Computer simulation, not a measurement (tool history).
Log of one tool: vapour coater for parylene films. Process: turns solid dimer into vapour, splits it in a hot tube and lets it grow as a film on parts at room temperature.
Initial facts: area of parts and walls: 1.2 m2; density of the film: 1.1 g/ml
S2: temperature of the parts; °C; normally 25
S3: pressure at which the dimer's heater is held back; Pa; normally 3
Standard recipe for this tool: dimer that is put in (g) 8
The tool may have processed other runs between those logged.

run 1 hour=0 | dimer_that_is_put_in_(g)=8 S2=25 S3=3 | thickness_of_the_film_(um)=4.2
run 2 hour=48.3 | dimer_that_is_put_in_(g)=8 S2=25 S3=3 | thickness_of_the_film_(um)=4.17
run 3 hour=95.2 | dimer_that_is_put_in_(g)=8 S2=25 S3=3 | thickness_of_the_film_(um)=4.18
run 4 hour=167.3 | dimer_that_is_put_in_(g)=8 S2=25 S3=2.6 | thickness_of_the_film_(um)=4.3
run 5 hour=226.2 | dimer_that_is_put_in_(g)=8 S2=25 S3=3 | thickness_of_the_film_(um)=4.17
run 6 hour=309 | dimer_that_is_put_in_(g)=8 S2=25 S3=3 | thickness_of_the_film_(um)=4.17
-- hour=325.4 trap's valve overhauled
run 7 hour=370.6 | dimer_that_is_put_in_(g)=8 S2=25 S3=3 | thickness_of_the_film_(um)=4.19
run 8 hour=442.1 | dimer_that_is_put_in_(g)=8 S2=25 S3=3 | thickness_of_the_film_(um)=4.17
run 9 hour=512.3 | dimer_that_is_put_in_(g)=8 S2=25 S3=3 | thickness_of_the_film_(um)=4.19
run 10 hour=561.7 | dimer_that_is_put_in_(g)=8 S2=25 S3=7.82 | thickness_of_the_film_(um)=3.4
run 11 hour=613.1 | dimer_that_is_put_in_(g)=8 S2=25 S3=7.82 | thickness_of_the_film_(um)=3.37
run 12 hour=686.1 | dimer_that_is_put_in_(g)=8 S2=25 S3=7.82 | thickness_of_the_film_(um)=3.39
run 13 hour=765.5 | dimer_that_is_put_in_(g)=8 S2=25 S3=7.82 | thickness_of_the_film_(um)=3.39
run 14 hour=821.4 | dimer_that_is_put_in_(g)=8 S2=19 S3=3 | thickness_of_the_film_(um)=5.08
run 15 hour=863.5 | dimer_that_is_put_in_(g)=8 S2=19 S3=3 | thickness_of_the_film_(um)=5.13
run 16 hour=927.6 | dimer_that_is_put_in_(g)=3 S2=25 S3=3 | thickness_of_the_film_(um)=1.55
run 17 hour=969.2 | dimer_that_is_put_in_(g)=4 S2=25 S3=3 | thickness_of_the_film_(um)=2.08
run 18 hour=1044.8 | dimer_that_is_put_in_(g)=4 S2=25 S3=3 | thickness_of_the_film_(um)=2.07
-- hour=1062 trap's valve overhauled
run 19 hour=1113.5 | dimer_that_is_put_in_(g)=4 S2=25 S3=3 | thickness_of_the_film_(um)=2.07
run 20 hour=1152 | dimer_that_is_put_in_(g)=4 S2=25 S3=3 | thickness_of_the_film_(um)=2.08
run 21 hour=1216.2 | dimer_that_is_put_in_(g)=4 S2=18 S3=5.69 | thickness_of_the_film_(um)=2.3
run 22 hour=1264.2 | dimer_that_is_put_in_(g)=4 S2=25 S3=5.69 | thickness_of_the_film_(um)=1.82
run 23 hour=1317.7 | dimer_that_is_put_in_(g)=3 S2=26 S3=3.31 | thickness_of_the_film_(um)=1.47
run 24 hour=1365.9 | dimer_that_is_put_in_(g)=7 S2=25 S3=2.95 | thickness_of_the_film_(um)=3.63
run 25 hour=1410.5 | dimer_that_is_put_in_(g)=5 S2=36 S3=9.94 | thickness_of_the_film_(um)=1.37
run 26 hour=1456.4 | dimer_that_is_put_in_(g)=3 S2=21 S3=10.31 | thickness_of_the_film_(um)=1.38
run 27 hour=1531.8 | dimer_that_is_put_in_(g)=11 S2=25 S3=4.8 | thickness_of_the_film_(um)=5.17
run 28 hour=1585.3 | dimer_that_is_put_in_(g)=4 S2=30 S3=3 | thickness_of_the_film_(um)=1.75
run 29 hour=1662 | dimer_that_is_put_in_(g)=4 S2=30 S3=3 | thickness_of_the_film_(um)=1.73
run 30 hour=1744.6 | dimer_that_is_put_in_(g)=6 S2=30 S3=2.98 | thickness_of_the_film_(um)=2.62
run 31 hour=1783.2 | dimer_that_is_put_in_(g)=13 S2=25 S3=2.42 | thickness_of_the_film_(um)=6.95
-- hour=1798.1 trap's valve overhauled
run 32 hour=1853.4 | dimer_that_is_put_in_(g)=8 S2=34 S3=3 | thickness_of_the_film_(um)=3.03
run 33 hour=1893.8 | dimer_that_is_put_in_(g)=8 S2=36 S3=6.37 | thickness_of_the_film_(um)=2.4

Selected run-to-run steps in thickness of the film (um), each split into two signed amounts: the part the tool would show with no hidden state at all (from settings, incoming material and random variation), and the remainder, which goes to the hidden state together with any gauge scatter not common to the measured and the hidden-state-free results:
Hidden conditions of the tool in this case: vapour lost through the trap's worn valve, %; true temperature of the parts over the reading, C; drift of the gauge itself on film_um, %.
Run 26 -> 27: dimer that is put in (g) 3 -> 11, S2 21 -> 25, S3 10.31 -> 4.8. thickness of the film (um) +3.79: hidden state -0.07, all else +3.86.
Run 30 -> 31: dimer that is put in (g) 6 -> 13, S2 30 -> 25, S3 2.98 -> 2.42. thickness of the film (um) +4.33: hidden state -0.09, all else +4.42.
Run 31 -> 32: dimer that is put in (g) 13 -> 8, S2 25 -> 34, S3 2.42 -> 3, trap's valve overhauled. thickness of the film (um) -3.92: hidden state +0.09, all else -4.01.

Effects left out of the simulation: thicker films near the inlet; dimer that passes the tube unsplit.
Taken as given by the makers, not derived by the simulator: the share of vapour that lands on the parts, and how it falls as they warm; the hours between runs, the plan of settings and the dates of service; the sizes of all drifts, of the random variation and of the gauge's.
